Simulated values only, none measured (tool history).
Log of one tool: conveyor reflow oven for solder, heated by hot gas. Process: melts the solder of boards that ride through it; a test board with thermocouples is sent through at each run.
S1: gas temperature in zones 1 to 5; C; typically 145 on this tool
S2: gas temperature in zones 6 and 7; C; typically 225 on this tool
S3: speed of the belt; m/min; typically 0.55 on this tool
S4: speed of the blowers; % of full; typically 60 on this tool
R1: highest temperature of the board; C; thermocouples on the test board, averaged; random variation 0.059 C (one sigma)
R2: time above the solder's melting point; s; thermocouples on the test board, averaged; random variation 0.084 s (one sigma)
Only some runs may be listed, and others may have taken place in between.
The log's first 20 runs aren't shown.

{"run": 21, "day": 7.512, "S1": 145, "S2": 225, "S3": 0.577, "S4": 60, "R1": 212.15, "R2": 53.56}
{"run": 22, "day": 7.958, "S1": 149, "S2": 225, "S3": 0.577, "S4": 53, "R1": 211.29, "R2": 53.81}
{"run": 23, "day": 8.175, "S1": 149, "S2": 225, "S3": 0.577, "S4": 53, "R1": 211.27, "R2": 53.95}
{"run": 24, "day": 8.525, "S1": 149, "S2": 225, "S3": 0.577, "S4": 53, "R1": 211.18, "R2": 53.99}
{"run": 25, "day": 8.908, "S1": 149, "S2": 225, "S3": 0.577, "S4": 53, "R1": 211.23, "R2": 53.97}
{"run": 26, "day": 9.292, "S1": 136, "S2": 225, "S3": 0.55, "S4": 60, "R1": 211.99, "R2": 52.76}
{"run": 27, "day": 9.612, "S1": 136, "S2": 225, "S3": 0.55, "S4": 60, "R1": 211.93, "R2": 52.69}
{"run": 28, "day": 9.854, "S1": 136, "S2": 235, "S3": 0.55, "S4": 71, "R1": 223.15, "R2": 61.74}
{"run": 29, "day": 10.225, "S1": 136, "S2": 235, "S3": 0.55, "S4": 71, "R1": 223.12, "R2": 61.66}
{"run": 30, "day": 10.625, "S1": 136, "S2": 235, "S3": 0.55, "S4": 71, "R1": 223.19, "R2": 61.66}
{"run": 31, "day": 11.017, "S1": 136, "S2": 222, "S3": 0.55, "S4": 64, "R1": 210.05, "R2": 51.58}

Each row is a separate what-if for the run after 31, all from the same tool condition, not one after another. Results?
{"run": "A", "day": 11.346, "S1": 144, "S2": 225, "S3": 0.55, "S4": 60, "R1": "?", "R2": "?"}
{"run": "B", "day": 11.346, "S1": 136, "S2": 222, "S3": 0.479, "S4": 64, "R1": "?", "R2": "?"}
{"run": "C", "day": 11.346, "S1": 136, "S2": 222, "S3": 0.576, "S4": 64, "R1": "?", "R2": "?"}

run=A R1=213.07 R2=56.94
run=B R1=213.44 R2=64.12
run=C R1=208.74 R2=47.53
Without the tool's unlogged condition, the same runs would have read:
run=A R1=212.44 R2=56.35
run=B R1=212.74 R2=63.46
run=C R1=208.18 R2=47.01

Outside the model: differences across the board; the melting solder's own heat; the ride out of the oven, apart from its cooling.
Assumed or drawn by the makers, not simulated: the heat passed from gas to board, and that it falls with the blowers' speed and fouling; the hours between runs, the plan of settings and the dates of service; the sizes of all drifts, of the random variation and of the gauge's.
